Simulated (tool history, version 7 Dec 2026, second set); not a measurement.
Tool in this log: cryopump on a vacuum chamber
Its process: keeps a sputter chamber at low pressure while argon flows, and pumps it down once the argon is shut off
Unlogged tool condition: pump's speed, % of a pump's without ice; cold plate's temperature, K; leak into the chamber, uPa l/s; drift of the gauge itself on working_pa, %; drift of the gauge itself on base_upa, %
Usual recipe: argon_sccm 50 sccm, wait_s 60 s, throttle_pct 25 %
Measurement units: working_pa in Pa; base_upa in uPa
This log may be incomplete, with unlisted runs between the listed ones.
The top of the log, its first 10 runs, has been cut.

run	day	argon_sccm	wait_s	throttle_pct	hours of work since the pump was warmed up and emptied	hours of work since the cold head was overhauled	hours of work since the chamber's fittings were tightened	working_pa	base_upa
11	33.021	50	60	25	535	535	2370	0.3417	1.73
12	36.612	50	60	25	578	578	2412	0.3457	1.83
13	41.404	50	60	25	635	635	2470	0.3454	1.79
# day 43.183: pump warmed up, emptied and cooled again
14	44.438	50	60	25	15	668	2503	0.3277	1.59
15	46.721	50	60	25	42	696	2530	0.3304	1.58
16	51.229	50	60	25	96	749	2584	0.3280	1.63
17	54.838	34	60	25	139	792	2627	0.2260	1.73
18	58.746	34	60	25	185	839	2674	0.2273	1.70
19	61.679	34	122	25	220	874	2709	0.2267	1.33
20	64.579	79	60	25	255	908	2743	0.5266	1.72
21	69.275	76	127	25	311	964	2799	0.5090	1.47
22	72.608	22	108	39	350	1004	2839	0.0955	1.48
23	75.142	22	263	21	381	1034	2869	0.1753	1.29
24	78.162	22	263	21	417	1070	2905	0.1766	1.34
# day 81.050: leaking fittings of the chamber tightened, without venting
25	81.279	22	263	21	453	1106	3	0.1772	0.50
26	85.362	59	72	17	501	1155	51	0.5850	0.92
27	88.383	59	72	17	537	1191	87	0.5858	0.99
28	90.450	59	72	16	562	1215	112	0.6206	0.94
29	93.271	59	72	16	596	1249	146	0.6221	0.94
30	96.417	71	60	30	633	1287	183	0.4162	1.14
# day 98.108: pump warmed up, emptied and cooled again
31	99.375	71	60	30	15	1319	216	0.3868	1.05
32	104.054	52	86	17	71	1375	272	0.5013	0.92
33	106.254	52	86	17	97	1401	298	0.5028	0.88

Alternative continuations, all from the tool just after run 33; predict every row:
A	109.212	50	27	17	132	1437	333	?	?
B	109.212	50	31	25	132	1437	333	?	?
C	109.212	72	24	39	132	1437	333	?	?
D	109.212	90	133	55	132	1437	333	?	?
E	109.212	52	37	31	132	1437	333	?	?

run	working_pa	base_upa
A	0.4829	2.02
B	0.3312	1.80
C	0.3056	2.18
D	0.2721	0.73
E	0.2766	1.56
The same runs, with their run-to-run variation unchanged, on a tool lacking any hidden condition would have given:
run	working_pa	base_upa
A	0.4788	1.92
B	0.3271	1.70
C	0.2997	2.08
D	0.2648	0.63
E	0.2724	1.46
